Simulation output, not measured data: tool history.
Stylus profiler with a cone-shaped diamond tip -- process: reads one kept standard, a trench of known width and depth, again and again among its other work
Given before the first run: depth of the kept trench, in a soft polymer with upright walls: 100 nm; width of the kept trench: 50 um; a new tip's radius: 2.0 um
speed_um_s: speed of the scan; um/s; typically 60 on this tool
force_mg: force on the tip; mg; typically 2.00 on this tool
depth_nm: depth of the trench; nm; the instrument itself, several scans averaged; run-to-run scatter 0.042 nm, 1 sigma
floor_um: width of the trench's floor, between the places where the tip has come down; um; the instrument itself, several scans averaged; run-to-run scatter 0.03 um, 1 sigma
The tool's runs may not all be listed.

Run 1, hour 0.0: usual settings. Result: depth_nm 100.77 nm, floor_um 48.41 um.
Run 2, hour 19.3: usual settings. Result: depth_nm 100.85 nm, floor_um 48.41 um.
Run 3, hour 36.1: usual settings. Result: depth_nm 100.87 nm, floor_um 48.42 um.
Run 4, hour 49.0: usual settings. Result: depth_nm 100.84 nm, floor_um 48.44 um.
Run 5, hour 60.6: usual settings but force_mg 1.48 mg. Result: depth_nm 100.71 nm, floor_um 48.38 um.
Run 6, hour 69.7: usual settings but force_mg 1.48 mg. Result: depth_nm 100.64 nm, floor_um 48.38 um.
Run 7, hour 88.7: usual settings but force_mg 1.48 mg. Result: depth_nm 100.67 nm, floor_um 48.37 um.
Run 8, hour 101.4: usual settings but force_mg 1.48 mg. Result: depth_nm 100.64 nm, floor_um 48.34 um.
Run 9, hour 113.5: usual settings but force_mg 1.48 mg. Result: depth_nm 100.71 nm, floor_um 48.31 um.
Run 10, hour 124.6: usual settings but force_mg 1.48 mg. Result: depth_nm 100.69 nm, floor_um 48.35 um.
Run 11, hour 136.5: usual settings but force_mg 1.48 mg. Result: depth_nm 100.58 nm, floor_um 48.29 um.
Run 12, hour 150.1: usual settings but force_mg 1.48 mg. Result: depth_nm 100.63 nm, floor_um 48.31 um.
At hour 152.2: height scale calibrated on a step standard.
Run 13, hour 167.2: usual settings but speed_um_s 115 um/s, force_mg 1.17 mg. Result: depth_nm 100.64 nm, floor_um 47.96 um.
Run 14, hour 184.5: usual settings but speed_um_s 20 um/s, force_mg 0.73 mg. Result: depth_nm 100.29 nm, floor_um 48.44 um.
Run 15, hour 200.4: usual settings but speed_um_s 21 um/s, force_mg 3.53 mg. Result: depth_nm 101.26 nm, floor_um 48.55 um.
Run 16, hour 220.1: usual settings but speed_um_s 55 um/s, force_mg 1.10 mg. Result: depth_nm 100.44 nm, floor_um 48.35 um.
Run 17, hour 231.5: usual settings but speed_um_s 17 um/s, force_mg 0.98 mg. Result: depth_nm 100.53 nm, floor_um 48.54 um.
Run 18, hour 243.8: usual settings but speed_um_s 19 um/s, force_mg 3.58 mg. Result: depth_nm 101.25 nm, floor_um 48.57 um.
Run 19, hour 254.6: usual settings but speed_um_s 19 um/s, force_mg 3.58 mg. Result: depth_nm 101.15 nm, floor_um 48.56 um.
At hour 259.6: height scale calibrated on a step standard, once more.
Run 20, hour 266.0: usual settings but speed_um_s 19 um/s, force_mg 3.58 mg. Result: depth_nm 101.38 nm, floor_um 48.57 um.
Run 21, hour 283.5: usual settings but speed_um_s 30 um/s, force_mg 3.27 mg. Result: depth_nm 101.25 nm, floor_um 48.56 um.
Run 22, hour 302.1: usual settings but speed_um_s 113 um/s, force_mg 5.21 mg. Result: depth_nm 101.67 nm, floor_um 48.30 um.
Run 23, hour 322.4: usual settings but speed_um_s 84 um/s, force_mg 1.27 mg. Result: depth_nm 100.66 nm, floor_um 48.13 um.

Here are 4 independent what-if runs from the current tool condition. What would each one return?
Run A, hour 341.0: usual settings but speed_um_s 73 um/s, force_mg 1.27 mg. Result: depth_nm ?, floor_um ?.
Run B, hour 341.0: usual settings but speed_um_s 22 um/s, force_mg 1.27 mg. Result: depth_nm ?, floor_um ?.
Run C, hour 341.0: usual settings but speed_um_s 131 um/s, force_mg 2.30 mg. Result: depth_nm ?, floor_um ?.
Run D, hour 341.0: usual settings but speed_um_s 37 um/s, force_mg 1.27 mg. Result: depth_nm ?, floor_um ?.

run  depth_nm  floor_um
  A    100.72     48.24
  B    100.60     48.45
  C    101.09     48.10
  D    100.69     48.43
Had the tool no hidden state, the same runs would have come out as:
run  depth_nm  floor_um
  A    100.70     48.38
  B    100.58     48.60
  C    101.08     48.24
  D    100.67     48.57
